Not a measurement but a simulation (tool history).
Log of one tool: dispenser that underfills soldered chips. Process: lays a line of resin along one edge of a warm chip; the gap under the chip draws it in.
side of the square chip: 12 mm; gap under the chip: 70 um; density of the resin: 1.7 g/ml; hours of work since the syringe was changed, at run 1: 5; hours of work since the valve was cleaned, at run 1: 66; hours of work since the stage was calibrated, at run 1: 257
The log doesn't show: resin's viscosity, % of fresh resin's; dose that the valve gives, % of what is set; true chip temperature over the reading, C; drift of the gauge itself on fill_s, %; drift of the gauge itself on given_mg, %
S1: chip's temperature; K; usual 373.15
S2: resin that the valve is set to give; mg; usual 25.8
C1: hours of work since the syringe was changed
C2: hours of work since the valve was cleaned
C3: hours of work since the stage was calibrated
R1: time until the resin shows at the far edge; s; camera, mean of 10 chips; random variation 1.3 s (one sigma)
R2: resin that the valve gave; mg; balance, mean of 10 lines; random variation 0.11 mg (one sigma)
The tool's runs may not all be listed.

run 1 day=0 | S1=373.15 S2=25.8 | C1=5 C2=66 C3=257 | R1=167.7 R2=24.18
-- day=0.092 new syringe of resin
-- day=0.204 dispensing valve cleaned and set on the balance
run 2 day=0.45 | S1=373.15 S2=25.8 | C1=6 C2=5 C3=264 | R1=176.5 R2=25.8
-- day=0.496 new syringe of resin
-- day=0.858 new syringe of resin
run 3 day=0.962 | S1=373.15 S2=25.8 | C1=2 C2=14 C3=273 | R1=139.9 R2=25.55
-- day=1.204 new syringe of resin
run 4 day=1.354 | S1=373.15 S2=25.8 | C1=3 C2=21 C3=280 | R1=145.1 R2=25.18
-- day=1.579 new syringe of resin
run 5 day=1.638 | S1=373.15 S2=25.8 | C1=1 C2=26 C3=285 | R1=132.8 R2=24.99
-- day=1.958 new syringe of resin
run 6 day=2.133 | S1=373.15 S2=25.8 | C1=3 C2=35 C3=295 | R1=151.6 R2=24.9
-- day=2.317 new syringe of resin
run 7 day=2.429 | S1=373.15 S2=25.8 | C1=2 C2=40 C3=300 | R1=141.5 R2=24.82
-- day=2.675 new syringe of resin
run 8 day=2.796 | S1=373.15 S2=25.8 | C1=2 C2=47 C3=307 | R1=140.1 R2=24.95
-- day=3.038 new syringe of resin
run 9 day=3.146 | S1=373.15 S2=25.8 | C1=2 C2=54 C3=313 | R1=138.7 R2=24.57
-- day=3.392 new syringe of resin
run 10 day=3.421 | S1=373.15 S2=25.8 | C1=1 C2=59 C3=318 | R1=132.8 R2=24.27
-- day=3.75 new syringe of resin
run 11 day=3.762 | S1=373.15 S2=25.8 | C1=0 C2=65 C3=324 | R1=131.6 R2=24.13
-- day=4.012 dispensing valve cleaned and set on the balance
run 12 day=4.083 | S1=373.15 S2=25.8 | C1=6 C2=1 C3=329 | R1=167.8 R2=25.8
-- day=4.15 new syringe of resin
-- day=4.538 new syringe of resin
run 13 day=4.542 | S1=380.15 S2=25.8 | C1=0 C2=10 C3=338 | R1=98.8 R2=25.65
-- day=4.892 new syringe of resin
run 14 day=5.046 | S1=373.15 S2=31.2 | C1=3 C2=19 C3=347 | R1=144.1 R2=30.56
-- day=5.271 new syringe of resin
run 15 day=5.346 | S1=373.15 S2=31.2 | C1=1 C2=24 C3=352 | R1=132 R2=30.34
-- day=5.617 new syringe of resin
run 16 day=5.646 | S1=373.15 S2=31.2 | C1=0 C2=30 C3=358 | R1=122.7 R2=30.42
-- day=5.996 new syringe of resin
run 17 day=6.025 | S1=384.15 S2=31.6 | C1=1 C2=37 C3=365 | R1=88.9 R2=30.54
-- day=6.346 new syringe of resin
run 18 day=6.508 | S1=386.15 S2=31.6 | C1=3 C2=45 C3=373 | R1=94.3 R2=30.31
-- day=6.704 new syringe of resin
run 19 day=6.917 | S1=386.15 S2=22.9 | C1=4 C2=53 C3=381 | R1=101.4 R2=21.8
-- day=7.062 new syringe of resin
run 20 day=7.375 | S1=367.15 S2=22.3 | C1=6 C2=61 C3=389 | R1=223 R2=20.86
-- day=7.429 new syringe of resin
-- day=7.775 new syringe of resin
-- day=7.817 dispensing valve cleaned and set on the balance
run 21 day=7.871 | S1=363.15 S2=22.9 | C1=1 C2=1 C3=397 | R1=191.1 R2=22.96
run 22 day=8.146 | S1=372.15 S2=23.6 | C1=6 C2=6 C3=403 | R1=181.4 R2=23.46
-- day=8.179 new syringe of resin
run 23 day=8.446 | S1=385.15 S2=22.5 | C1=5 C2=12 C3=408 | R1=112.6 R2=22.48
-- day=8.542 new syringe of resin
run 24 day=8.792 | S1=385.15 S2=23.7 | C1=5 C2=18 C3=414 | R1=111 R2=23.07
-- day=8.9 new syringe of resin
-- day=9.258 new syringe of resin
run 25 day=9.292 | S1=385.15 S2=23.7 | C1=1 C2=27 C3=423 | R1=88.6 R2=23.01

Run 26 comes next. What will it give?
-- day=9.608 new syringe of resin
run 26 day=9.625 | S1=383.15 S2=25.3 | C1=0 C2=33 C3=429 | R1=? R2=?

Run 26 gave R1 90.1 s, R2 24.54 mg.
Without the tool's hidden state the same run would have given R1 93.8 s, R2 25.34 mg.

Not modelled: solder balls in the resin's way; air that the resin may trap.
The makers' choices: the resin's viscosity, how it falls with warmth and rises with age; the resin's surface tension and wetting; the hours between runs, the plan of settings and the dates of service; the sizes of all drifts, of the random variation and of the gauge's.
